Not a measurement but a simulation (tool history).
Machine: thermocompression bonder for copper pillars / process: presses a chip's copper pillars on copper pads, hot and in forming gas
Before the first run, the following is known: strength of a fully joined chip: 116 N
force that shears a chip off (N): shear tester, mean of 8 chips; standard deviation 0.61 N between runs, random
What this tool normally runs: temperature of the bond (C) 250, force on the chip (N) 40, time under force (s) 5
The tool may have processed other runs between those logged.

| run | hour | temperature of the bond (C) | force on the chip (N) | time under force (s) | force that shears a chip off (N) |
|---|---|---|---|---|---|
| 1 | 0 | 250 | 40 | 5 | 54.3 |
| 2 | 29.6 | 250 | 40 | 5 | 53.5 |
| 3 | 60.4 | 250 | 40 | 7 | 59 |
| 4 | 102.5 | 250 | 40 | 8 | 62.3 |
| 5 | 125.3 | 250 | 40 | 5 | 53.8 |
|  | 155.6 | heater calibrated with a thermocouple chip |
| 6 | 176.7 | 250 | 40 | 5 | 54.1 |
| 7 | 217.3 | 250 | 40 | 5 | 53.7 |
| 8 | 256.5 | 250 | 40 | 5 | 52.8 |
| 9 | 294.3 | 250 | 47 | 5 | 56.8 |
| 10 | 322 | 250 | 47 | 5 | 58.3 |
| 11 | 351.2 | 250 | 47 | 5 | 57.9 |
| 12 | 399.1 | 250 | 40 | 7 | 60.2 |
| 13 | 427 | 250 | 27 | 7 | 49.6 |
|  | 452.8 | forming gas filter changed |
| 14 | 470.8 | 250 | 27 | 7 | 49.7 |
| 15 | 506.3 | 250 | 27 | 7 | 49.8 |
| 16 | 548.1 | 250 | 27 | 7 | 50.4 |
| 17 | 570.4 | 250 | 27 | 7 | 50.1 |
| 18 | 609.1 | 250 | 27 | 7 | 50.5 |
| 19 | 658.3 | 250 | 27 | 7 | 50.4 |
| 20 | 696.6 | 250 | 27 | 7 | 50.4 |
| 21 | 739.5 | 263 | 57 | 5 | 72.1 |
| 22 | 783.6 | 250 | 54 | 4 | 57 |
| 23 | 815.2 | 250 | 54 | 4 | 57 |
| 24 | 848.2 | 250 | 33 | 12 | 66.7 |
| 25 | 899.8 | 250 | 33 | 12 | 65.9 |
|  | 904.1 | forming gas filter changed |
| 26 | 926 | 276 | 57 | 14 | 99 |
| 27 | 974.8 | 276 | 57 | 14 | 99.1 |
| 28 | 1013.7 | 227 | 44 | 5 | 41.9 |
| 29 | 1059.9 | 250 | 34 | 5 | 48.2 |
| 30 | 1086.2 | 250 | 34 | 5 | 48.5 |
| 31 | 1109.4 | 223 | 25 | 5 | 29.1 |
| 32 | 1154 | 266 | 52 | 7 | 79.4 |
| 33 | 1185 | 266 | 52 | 7 | 78.3 |
| 34 | 1232 | 266 | 52 | 7 | 77.5 |
|  | 1253.3 | heater calibrated with a thermocouple chip |
| 35 | 1260.4 | 254 | 33 | 7 | 58.2 |
| 36 | 1291.8 | 221 | 36 | 3 | 26.9 |
| 37 | 1334.1 | 221 | 36 | 3 | 28.1 |
|  | 1357.3 | forming gas filter changed |
| 38 | 1366.6 | 221 | 36 | 3 | 27.4 |
| 39 | 1397.6 | 221 | 39 | 11 | 49.5 |

Each row is a separate what-if for the run after 39, all from the same tool condition, not one after another. Results?
| A | 1437.5 | 250 | 27 | 5 | ? |
| B | 1437.5 | 241 | 39 | 11 | ? |
| C | 1437.5 | 223 | 58 | 7 | ? |
| D | 1437.5 | 221 | 39 | 9 | ? |
| E | 1437.5 | 249 | 32 | 6 | ? |

| run | force that shears a chip off (N) |
|---|---|
| A | 44.6 |
| B | 62.9 |
| C | 51.2 |
| D | 45.8 |
| E | 51.2 |
With the hidden condition removed and each run's random variation left untouched, the same runs would have given:
| run | force that shears a chip off (N) |
|---|---|
| A | 44.6 |
| B | 62.9 |
| C | 51.2 |
| D | 45.8 |
| E | 51.2 |

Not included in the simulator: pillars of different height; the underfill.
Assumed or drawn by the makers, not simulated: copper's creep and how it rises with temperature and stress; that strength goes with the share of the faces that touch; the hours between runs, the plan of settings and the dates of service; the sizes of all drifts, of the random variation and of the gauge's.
